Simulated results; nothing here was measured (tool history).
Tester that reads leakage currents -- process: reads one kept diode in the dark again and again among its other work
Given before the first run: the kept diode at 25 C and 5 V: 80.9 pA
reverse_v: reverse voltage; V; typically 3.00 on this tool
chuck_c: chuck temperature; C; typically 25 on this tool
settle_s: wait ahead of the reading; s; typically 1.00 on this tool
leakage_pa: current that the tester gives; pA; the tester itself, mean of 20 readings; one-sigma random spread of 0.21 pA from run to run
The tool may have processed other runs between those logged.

Run 1, hour 0.0: usual settings. Result: leakage_pa 68.23 pA.
Run 2, hour 23.3: usual settings. Result: leakage_pa 67.76 pA.
Run 3, hour 59.8: usual settings. Result: leakage_pa 68.01 pA.
Run 4, hour 90.3: usual settings. Result: leakage_pa 68.18 pA.
At hour 114.7: chuck's temperature calibrated.
Run 5, hour 118.8: usual settings. Result: leakage_pa 72.63 pA.
Run 6, hour 148.4: usual settings. Result: leakage_pa 72.70 pA.
Run 7, hour 168.8: usual settings. Result: leakage_pa 72.54 pA.
Run 8, hour 198.8: usual settings but settle_s 1.23 s. Result: leakage_pa 72.49 pA.
Run 9, hour 227.6: usual settings but chuck_c 30 C. Result: leakage_pa 109.54 pA.
Run 10, hour 262.8: usual settings but chuck_c 30 C, settle_s 1.08 s. Result: leakage_pa 108.89 pA.
Run 11, hour 283.2: usual settings but reverse_v 12.77 V. Result: leakage_pa 131.37 pA.
Run 12, hour 309.1: usual settings but settle_s 0.30 s. Result: leakage_pa 75.08 pA.
Run 13, hour 333.6: usual settings but reverse_v 1.85 V. Result: leakage_pa 60.50 pA.
Run 14, hour 361.3: usual settings but chuck_c 43 C. Result: leakage_pa 306.75 pA.
At hour 367.7: probe card cleaned and baked.
Run 15, hour 383.8: usual settings but reverse_v 2.49 V. Result: leakage_pa 68.27 pA.
Run 16, hour 408.1: usual settings but reverse_v 2.49 V. Result: leakage_pa 68.60 pA.
Run 17, hour 442.3: usual settings. Result: leakage_pa 73.83 pA.
Run 18, hour 470.4: usual settings. Result: leakage_pa 73.83 pA.
At hour 492.9: probe card cleaned and baked, once more.
Run 19, hour 492.9: usual settings. Result: leakage_pa 69.10 pA.
Run 20, hour 525.9: usual settings. Result: leakage_pa 68.55 pA.
Run 21, hour 548.1: usual settings but reverse_v 16.19 V, chuck_c 40 C. Result: leakage_pa 432.95 pA.
Run 22, hour 563.6: usual settings but reverse_v 16.19 V, chuck_c 40 C. Result: leakage_pa 433.68 pA.
Run 23, hour 595.8: usual settings but reverse_v 2.40 V, chuck_c 26 C, settle_s 2.70 s. Result: leakage_pa 69.10 pA.
Run 24, hour 619.8: usual settings but chuck_c 31 C. Result: leakage_pa 114.99 pA.
Run 25, hour 638.6: usual settings but reverse_v 12.53 V, chuck_c 31 C, settle_s 2.09 s. Result: leakage_pa 188.67 pA.
Run 26, hour 667.4: usual settings but reverse_v 3.14 V. Result: leakage_pa 70.04 pA.
Run 27, hour 704.1: usual settings but chuck_c 58 C, settle_s 6.61 s. Result: leakage_pa 912.53 pA.
Run 28, hour 719.4: usual settings but reverse_v 2.31 V, chuck_c 26 C. Result: leakage_pa 68.24 pA.
Run 29, hour 750.9: usual settings but settle_s 1.38 s. Result: leakage_pa 68.51 pA.
Run 30, hour 781.9: usual settings but settle_s 1.38 s. Result: leakage_pa 68.67 pA.
Run 31, hour 817.5: usual settings but reverse_v 19.34 V, settle_s 1.38 s. Result: leakage_pa 136.45 pA.
Run 32, hour 848.0: usual settings but reverse_v 19.34 V, settle_s 1.38 s. Result: leakage_pa 137.12 pA.
Run 33, hour 870.1: usual settings but reverse_v 19.34 V, settle_s 1.38 s. Result: leakage_pa 137.07 pA.
Run 34, hour 896.4: usual settings but reverse_v 19.34 V, chuck_c 28 C, settle_s 1.38 s. Result: leakage_pa 174.54 pA.
Run 35, hour 931.4: usual settings but reverse_v 19.34 V, chuck_c 28 C, settle_s 1.38 s. Result: leakage_pa 175.22 pA.
Run 36, hour 958.0: usual settings but reverse_v 19.34 V, chuck_c 28 C, settle_s 1.38 s. Result: leakage_pa 175.26 pA.
Run 37, hour 986.4: usual settings but reverse_v 2.47 V, chuck_c 45 C. Result: leakage_pa 327.36 pA.
Run 38, hour 1019.2: usual settings but reverse_v 7.15 V, chuck_c 21 C. Result: leakage_pa 67.91 pA.
Run 39, hour 1037.2: usual settings but reverse_v 10.81 V, chuck_c 43 C, settle_s 0.82 s. Result: leakage_pa 468.68 pA.

Consider 4 possible next runs. They are alternatives, not a sequence: every one starts from the tool as it was left by run 39. What does each give?
Run A, hour 1067.4: usual settings but reverse_v 15.97 V, chuck_c 33 C. Result: leakage_pa ?.
Run B, hour 1067.4: usual settings but reverse_v 1.85 V, chuck_c 30 C, settle_s 6.85 s. Result: leakage_pa ?.
Run C, hour 1067.4: usual settings but reverse_v 1.00 V, chuck_c 30 C, settle_s 3.36 s. Result: leakage_pa ?.
Run D, hour 1067.4: usual settings but settle_s 5.15 s. Result: leakage_pa ?.

run  leakage_pa
  A      248.01
  B       87.55
  C       70.65
  D       67.73
What these runs would have given with no unlogged condition in the tool:
run  leakage_pa
  A      247.30
  B       88.51
  C       71.57
  D       68.07
